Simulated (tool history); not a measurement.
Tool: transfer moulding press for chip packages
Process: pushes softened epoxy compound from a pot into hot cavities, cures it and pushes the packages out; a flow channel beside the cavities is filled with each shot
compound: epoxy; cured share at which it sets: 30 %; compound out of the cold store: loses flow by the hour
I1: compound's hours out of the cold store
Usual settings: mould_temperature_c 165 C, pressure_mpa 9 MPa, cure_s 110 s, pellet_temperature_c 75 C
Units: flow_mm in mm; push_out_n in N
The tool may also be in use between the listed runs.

Run 1, hour 0: usual settings; I1 30.9. Result: flow_mm 652 mm, push_out_n 933 N.
At hour 20.5: cavities cleaned with cleaning compound and waxed.
Run 2, hour 55.5: usual settings but cure_s 121 s; I1 45.1. Result: flow_mm 612 mm, push_out_n 735 N.
At hour 85.5: cavities cleaned with cleaning compound and waxed.
Run 3, hour 119.6: usual settings; I1 34.5. Result: flow_mm 632 mm, push_out_n 856 N.
At hour 153.8: cavities cleaned with cleaning compound and waxed.
Run 4, hour 170.2: usual settings; I1 47.9. Result: flow_mm 591 mm, push_out_n 695 N.
At hour 223.3: cavities cleaned with cleaning compound and waxed.
Run 5, hour 244.1: usual settings; I1 31.9. Result: flow_mm 610 mm, push_out_n 753 N.
At hour 291.2: cavities cleaned with cleaning compound and waxed.
Run 6, hour 298.8: usual settings but pellet_temperature_c 74 C; I1 20.8. Result: flow_mm 640 mm, push_out_n 672 N.
At hour 360.4: cavities cleaned with cleaning compound and waxed.
Run 7, hour 360.4: usual settings; I1 28.4. Result: flow_mm 616 mm, push_out_n 610 N.
Run 8, hour 409.7: usual settings; I1 24.4. Result: flow_mm 620 mm, push_out_n 934 N.
At hour 426.2: cavities cleaned with cleaning compound and waxed.
Run 9, hour 468.3: usual settings; I1 34.3. Result: flow_mm 592 mm, push_out_n 902 N.
At hour 497.5: cavities cleaned with cleaning compound and waxed.
Run 10, hour 528.9: usual settings; I1 27.8. Result: flow_mm 602 mm, push_out_n 843 N.
At hour 563.8: cavities cleaned with cleaning compound and waxed.
Run 11, hour 626.2: usual settings; I1 45.2. Result: flow_mm 550 mm, push_out_n 946 N.
At hour 632.8: cavities cleaned with cleaning compound and waxed.
Run 12, hour 676.2: usual settings; I1 10.7. Result: flow_mm 612 mm, push_out_n 884 N.
At hour 698.6: cavities cleaned with cleaning compound and waxed.
At hour 716.1: plunger's sealing rings changed.
Run 13, hour 720: usual settings but cure_s 113 s; I1 24.1. Result: flow_mm 671 mm, push_out_n 695 N.
At hour 734.6: mould's thermocouples calibrated.
At hour 772.8: cavities cleaned with cleaning compound and waxed.
Run 14, hour 800.5: usual settings but cure_s 113 s; I1 13.7. Result: flow_mm 686 mm, push_out_n 797 N.
At hour 841.5: cavities cleaned with cleaning compound and waxed.
Run 15, hour 843.4: usual settings but mould_temperature_c 172 C, pressure_mpa 8.47 MPa, cure_s 90 s, pellet_temperature_c 78 C; I1 12.7. Result: flow_mm 640 mm, push_out_n 597 N.
Run 16, hour 894.3: usual settings but cure_s 137 s, pellet_temperature_c 66 C; I1 29.7. Result: flow_mm 640 mm, push_out_n 732 N.
At hour 909.5: cavities cleaned with cleaning compound and waxed.
At hour 975.1: cavities cleaned with cleaning compound and waxed.
Run 17, hour 983.4: usual settings but pressure_mpa 7.3 MPa, pellet_temperature_c 74 C; I1 14.4. Result: flow_mm 608 mm, push_out_n 731 N.
At hour 1040.8: cavities cleaned with cleaning compound and waxed.
Run 18, hour 1040.8: usual settings but pressure_mpa 7.3 MPa, pellet_temperature_c 74 C; I1 26.9. Result: flow_mm 569 mm, push_out_n 618 N.
Run 19, hour 1091.6: usual settings but mould_temperature_c 168 C, pellet_temperature_c 77 C; I1 21.5. Result: flow_mm 625 mm, push_out_n 818 N.
At hour 1109.2: cavities cleaned with cleaning compound and waxed.
Run 20, hour 1133.1: usual settings but pellet_temperature_c 81 C; I1 16.5. Result: flow_mm 633 mm, push_out_n 803 N.
At hour 1176: cavities cleaned with cleaning compound and waxed.
Run 21, hour 1178.7: usual settings but mould_temperature_c 164 C, pressure_mpa 8.71 MPa, cure_s 134 s, pellet_temperature_c 77 C; I1 43.5. Result: flow_mm 582 mm, push_out_n 500 N.
At hour 1241.8: cavities cleaned with cleaning compound and waxed.
Run 22, hour 1241.8: usual settings but mould_temperature_c 164 C, pressure_mpa 8.71 MPa, cure_s 117 s, pellet_temperature_c 67 C; I1 42.3. Result: flow_mm 575 mm, push_out_n 573 N.
Run 23, hour 1304.5: usual settings but mould_temperature_c 170 C, pressure_mpa 8.71 MPa, cure_s 117 s, pellet_temperature_c 67 C; I1 27.7. Result: flow_mm 580 mm, push_out_n 772 N.
At hour 1311.2: cavities cleaned with cleaning compound and waxed.
Run 24, hour 1371.4: usual settings but mould_temperature_c 170 C, pressure_mpa 8.71 MPa, cure_s 117 s, pellet_temperature_c 67 C; I1 22.4. Result: flow_mm 583 mm, push_out_n 728 N.
At hour 1379.3: cavities cleaned with cleaning compound and waxed.
At hour 1448.9: cavities cleaned with cleaning compound and waxed.
Run 25, hour 1462: usual settings but mould_temperature_c 170 C, pressure_mpa 8.71 MPa, cure_s 117 s, pellet_temperature_c 67 C; I1 27.1. Result: flow_mm 558 mm, push_out_n 545 N.
At hour 1519.1: cavities cleaned with cleaning compound and waxed.
At hour 1529.6: plunger's sealing rings changed.
Run 26, hour 1546: usual settings but mould_temperature_c 170 C, pressure_mpa 8.71 MPa, cure_s 117 s, pellet_temperature_c 67 C; I1 41.4. Result: flow_mm 616 mm, push_out_n 598 N.

Forecast each of these 3 alternatives for the next run:
At hour 1589.6: cavities cleaned with cleaning compound and waxed.
Run A, hour 1606.7: usual settings but mould_temperature_c 172 C, pressure_mpa 8.71 MPa, cure_s 98 s, pellet_temperature_c 67 C; I1 48. Result: flow_mm ?, push_out_n ?.
At hour 1589.6: cavities cleaned with cleaning compound and waxed.
Run B, hour 1606.7: usual settings but mould_temperature_c 170 C, pressure_mpa 8.71 MPa, cure_s 116 s, pellet_temperature_c 81 C; I1 41.1. Result: flow_mm ?, push_out_n ?.
At hour 1589.6: cavities cleaned with cleaning compound and waxed.
Run C, hour 1606.7: usual settings but mould_temperature_c 170 C, pressure_mpa 7.05 MPa, cure_s 105 s, pellet_temperature_c 67 C; I1 13.6. Result: flow_mm ?, push_out_n ?.

run  flow_mm  push_out_n
  A      591         621
  B      605         545
  C      588         618
Without the tool's hidden state the same runs would have given:
run  flow_mm  push_out_n
  A      600         523
  B      614         453
  C      597         523

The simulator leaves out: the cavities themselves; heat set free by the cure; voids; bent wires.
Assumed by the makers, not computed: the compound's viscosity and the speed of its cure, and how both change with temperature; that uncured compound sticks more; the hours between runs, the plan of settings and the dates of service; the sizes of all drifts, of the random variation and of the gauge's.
